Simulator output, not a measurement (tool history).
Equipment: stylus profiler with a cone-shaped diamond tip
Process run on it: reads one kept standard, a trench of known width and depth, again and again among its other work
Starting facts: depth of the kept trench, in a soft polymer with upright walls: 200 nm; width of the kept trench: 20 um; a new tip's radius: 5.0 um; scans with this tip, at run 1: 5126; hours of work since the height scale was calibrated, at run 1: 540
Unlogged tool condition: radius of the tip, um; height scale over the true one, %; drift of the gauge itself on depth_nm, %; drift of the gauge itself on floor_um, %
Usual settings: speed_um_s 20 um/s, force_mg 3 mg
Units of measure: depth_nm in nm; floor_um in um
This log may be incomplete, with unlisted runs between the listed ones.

run,hour,speed_um_s,force_mg,scans with this tip,hours of work since the height scale was calibrated,depth_nm,floor_um
1,0,20,3,5126,540,203.94,16.88
2,72.7,21,3,5551,585,204.01,16.81
3,155.3,21,3,6035,636,203.95,16.8
4,225.3,21,3,6446,679,204.02,16.78
5,269.5,21,3,6705,706,204.06,16.74
6,330.6,20,2.69,7063,744,203.88,16.74
7,405.4,20,3,7501,790,204.14,16.76
# hour 497.7: height scale calibrated on a step standard
8,497.7,20,3,8039,0,204.38,16.67
9,563.1,20,3,8422,40,204.39,16.66
10,649.5,20,4.01,8929,94,205.17,16.66
11,740.5,14,4.01,9462,150,205.22,16.6
12,822.5,20,8.15,9942,200,207.86,16.57
# hour 908.3: height scale calibrated on a step standard, once more
13,911.6,11,3,10462,2,203.54,16.53
14,992.8,11,3,10938,52,203.6,16.51
15,1044,56,3,11238,84,203.63,16.43
16,1083.7,56,5.43,11470,108,205.32,16.44
17,1150.9,59,7.82,11864,150,206.82,16.39
18,1193.9,16,1.56,12116,176,202.38,16.48
19,1279.4,61,5.96,12617,229,205.77,16.37
20,1323.3,20,1.5,12874,256,202.35,16.42
21,1397,26,4.94,13306,302,205.16,16.43
22,1463.4,20,4.26,13695,343,204.74,16.39
23,1503.9,20,4.26,13932,368,204.69,16.34
24,1581.4,23,5.46,14387,415,205.53,16.32
25,1645.8,15,4.67,14764,455,205.01,16.3
26,1719,71,3,15193,500,203.9,16.11
# hour 1763.1: new tip fitted, height scale calibrated
27,1763.1,8,3.23,0,0,203.6,17.18
28,1803.4,8,3.23,237,25,203.64,17.18
29,1881.2,48,5.7,693,73,205.45,17.1
30,1934.2,45,1.72,1003,106,202.44,17

Predict each of these 4 candidate next runs independently; none follows another, all start after run 30:
A,2000.4,6,1.47,1391,146,?,?
B,2000.4,47,1.59,1391,146,?,?
C,2000.4,23,7,1391,146,?,?
D,2000.4,6,6.17,1391,146,?,?

run,depth_nm,floor_um
A,202.27,17.14
B,202.33,16.97
C,206.34,17.06
D,205.78,17.08
Without the tool's unlogged condition, the same runs would have read:
run,depth_nm,floor_um
A,202.24,17.22
B,202.29,17.05
C,206.3,17.14
D,205.74,17.16
